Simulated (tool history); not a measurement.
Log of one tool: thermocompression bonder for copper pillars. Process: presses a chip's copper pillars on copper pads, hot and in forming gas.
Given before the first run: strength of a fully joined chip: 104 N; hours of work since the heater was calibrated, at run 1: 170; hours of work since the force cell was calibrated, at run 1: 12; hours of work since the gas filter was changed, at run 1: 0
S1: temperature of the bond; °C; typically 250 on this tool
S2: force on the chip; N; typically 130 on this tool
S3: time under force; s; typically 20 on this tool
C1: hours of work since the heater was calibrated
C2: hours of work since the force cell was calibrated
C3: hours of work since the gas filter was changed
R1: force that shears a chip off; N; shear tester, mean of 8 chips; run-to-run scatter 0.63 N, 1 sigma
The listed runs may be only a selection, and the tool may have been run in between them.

Run 1, hour 0: usual settings; C1 170; C2 12; C3 0. Result: R1 60 N.
Run 2, hour 13.9: usual settings but S3 11 s; C1 178; C2 20; C3 8. Result: R1 48.6 N.
Run 3, hour 31: usual settings but S3 11 s; C1 188; C2 30; C3 18. Result: R1 48.6 N.
Run 4, hour 51.5: usual settings but S3 11 s; C1 200; C2 42; C3 30. Result: R1 47.8 N.
Run 5, hour 78.9: usual settings; C1 215; C2 57; C3 45. Result: R1 58.6 N.
Run 6, hour 105.5: usual settings; C1 231; C2 73; C3 60. Result: R1 58.2 N.
Run 7, hour 130.4: usual settings but S3 14 s; C1 245; C2 87; C3 75. Result: R1 52.1 N.
Run 8, hour 158: usual settings; C1 261; C2 103; C3 91. Result: R1 59.7 N.
Run 9, hour 183.4: usual settings; C1 275; C2 117; C3 105. Result: R1 57.1 N.
Run 10, hour 205: usual settings but S2 194 N; C1 288; C2 130; C3 118. Result: R1 74.5 N.
Run 11, hour 233.6: usual settings but S2 194 N; C1 304; C2 146; C3 134. Result: R1 73.9 N.
Run 12, hour 247.2: usual settings; C1 312; C2 154; C3 142. Result: R1 57.3 N.
Run 13, hour 263.8: usual settings; C1 321; C2 163; C3 151. Result: R1 58.3 N.
Run 14, hour 286.1: usual settings but S1 249 °C; C1 334; C2 176; C3 164. Result: R1 55.8 N.
Run 15, hour 304.9: usual settings; C1 345; C2 187; C3 175. Result: R1 56.4 N.
Run 16, hour 330: usual settings; C1 359; C2 201; C3 189. Result: R1 57.1 N.
Run 17, hour 342.5: usual settings but S2 163 N; C1 367; C2 209; C3 196. Result: R1 67.2 N.
Run 18, hour 355.4: usual settings but S2 163 N; C1 374; C2 216; C3 204. Result: R1 66.3 N.
Run 19, hour 375.4: usual settings but S1 272 °C, S2 152 N; C1 385; C2 227; C3 215. Result: R1 76.5 N.
Run 20, hour 388.7: usual settings but S2 81 N, S3 49 s; C1 393; C2 235; C3 223. Result: R1 52 N.
Run 21, hour 410.1: usual settings but S2 108 N, S3 45 s; C1 405; C2 247; C3 235. Result: R1 61.9 N.
Run 22, hour 436.5: usual settings but S2 108 N, S3 45 s; C1 420; C2 262; C3 250. Result: R1 62.4 N.
At hour 440.5: heater calibrated with a thermocouple chip.
At hour 443.3: forming gas filter changed.
Run 23, hour 452.4: usual settings but S2 108 N, S3 45 s; C1 7; C2 270; C3 5. Result: R1 68.7 N.

What will run 24 give?
Run 24, hour 473.7: usual settings but S2 172 N, S3 36 s; C1 19; C2 282; C3 17. Result: R1 ?.

For run 24 the tool returned R1 83.4 N.
The same run, on a tool lacking any hidden state, would have yielded R1 81.6 N.

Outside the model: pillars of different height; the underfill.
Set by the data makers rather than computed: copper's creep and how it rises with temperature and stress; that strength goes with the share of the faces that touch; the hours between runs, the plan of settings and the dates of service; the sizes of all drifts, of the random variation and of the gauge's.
